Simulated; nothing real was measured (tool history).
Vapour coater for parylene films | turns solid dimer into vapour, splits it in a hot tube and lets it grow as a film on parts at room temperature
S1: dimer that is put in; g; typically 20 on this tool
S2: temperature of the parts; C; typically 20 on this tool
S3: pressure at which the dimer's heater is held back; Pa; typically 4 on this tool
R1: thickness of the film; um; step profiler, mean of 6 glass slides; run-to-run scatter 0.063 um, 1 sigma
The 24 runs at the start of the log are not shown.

| run | hour | S1 | S2 | S3 | R1 |
|---|---|---|---|---|---|
| 25 | 1040.8 | 13 | 14 | 5.95 | 8.87 |
| 26 | 1097.6 | 10 | 14 | 5.34 | 6.74 |
| 27 | 1130 | 19 | 20 | 4.57 | 10.99 |
| 28 | 1189.4 | 19 | 21 | 4.57 | 10.69 |
| 29 | 1240.5 | 19 | 21 | 4.57 | 10.69 |
| 30 | 1304 | 20 | 18 | 4 | 12.27 |
| 31 | 1335.7 | 20 | 14 | 2.28 | 14.35 |
|  | 1367.5 | table's thermometer calibrated |
| 32 | 1399.3 | 20 | 14 | 2.28 | 14.09 |
| 33 | 1432.7 | 20 | 14 | 2.28 | 14.22 |

Run 34 has not been measured yet. What should we expect?
| 34 | 1486.9 | 20 | 25 | 4 | ? |

R1: 9.99 um
With the hidden condition absent and the run-to-run variation left alone, this run would have shown R1 10.33 um.
